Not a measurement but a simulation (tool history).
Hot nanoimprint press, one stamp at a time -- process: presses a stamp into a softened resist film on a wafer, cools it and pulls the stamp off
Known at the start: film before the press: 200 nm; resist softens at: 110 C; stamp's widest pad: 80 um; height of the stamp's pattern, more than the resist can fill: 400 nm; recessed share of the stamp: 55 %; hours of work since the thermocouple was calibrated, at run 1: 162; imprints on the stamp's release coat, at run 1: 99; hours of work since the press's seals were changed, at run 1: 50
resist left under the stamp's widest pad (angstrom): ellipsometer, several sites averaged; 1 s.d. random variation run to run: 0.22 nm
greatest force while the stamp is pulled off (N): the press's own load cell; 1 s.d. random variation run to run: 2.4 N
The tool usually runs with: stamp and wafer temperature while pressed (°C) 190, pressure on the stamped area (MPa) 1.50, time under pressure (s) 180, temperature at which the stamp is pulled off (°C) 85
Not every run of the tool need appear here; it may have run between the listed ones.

run,hour,stamp and wafer temperature while pressed (°C),pressure on the stamped area (MPa),time under pressure (s),temperature at which the stamp is pulled off (°C),hours of work since the thermocouple was calibrated,imprints on the stamp's release coat,hours of work since the press's seals were changed,resist left under the stamp's widest pad (angstrom),greatest force while the stamp is pulled off (N)
1,0.0,190,1.50,180,85,162,99,50,882,118
2,17.8,190,1.50,180,85,173,136,61,883,122
3,31.8,190,1.50,180,85,181,165,69,878,120
4,49.3,190,1.50,180,85,192,201,80,880,121
5,64.6,190,1.50,180,85,201,232,89,877,118
6,81.0,190,1.50,180,85,211,265,99,879,126
7,96.7,190,1.50,180,85,221,298,109,873,118
8,115.1,190,1.96,145,82,232,336,120,815,125
9,134.2,190,1.96,145,82,244,375,131,816,122
10,150.3,193,1.10,262,71,254,408,141,817,137
11,158.3,187,1.50,180,85,258,424,146,956,120
12,169.3,190,1.14,294,71,265,447,153,845,137
13,178.9,178,1.50,180,93,271,466,159,1273,111

How would selected steps in resist left under the stamp's widest pad (angstrom) from run to run divide? Give the signed amount a tool lacking its hidden state would still show from settings, what came in and random variation, and the signed amount left for the hidden state, including any gauge scatter that is not in both of the compared results.
Hidden conditions of the tool in this case: true temperature over the reading, C; pressure that arrives at the usual setting, %; grip of the stamp's worn release coat, % over a new coat's; drift of the gauge itself on residual_nm, %; drift of the gauge itself on pull_off_n, %.
Run 12 -> 13: stamp and wafer temperature while pressed (°C) 190 -> 178, pressure on the stamped area (MPa) 1.14 -> 1.50, time under pressure (s) 294 -> 180, temperature at which the stamp is pulled off (°C) 71 -> 93. resist left under the stamp's widest pad (angstrom) +428: hidden state -8, all else +436.

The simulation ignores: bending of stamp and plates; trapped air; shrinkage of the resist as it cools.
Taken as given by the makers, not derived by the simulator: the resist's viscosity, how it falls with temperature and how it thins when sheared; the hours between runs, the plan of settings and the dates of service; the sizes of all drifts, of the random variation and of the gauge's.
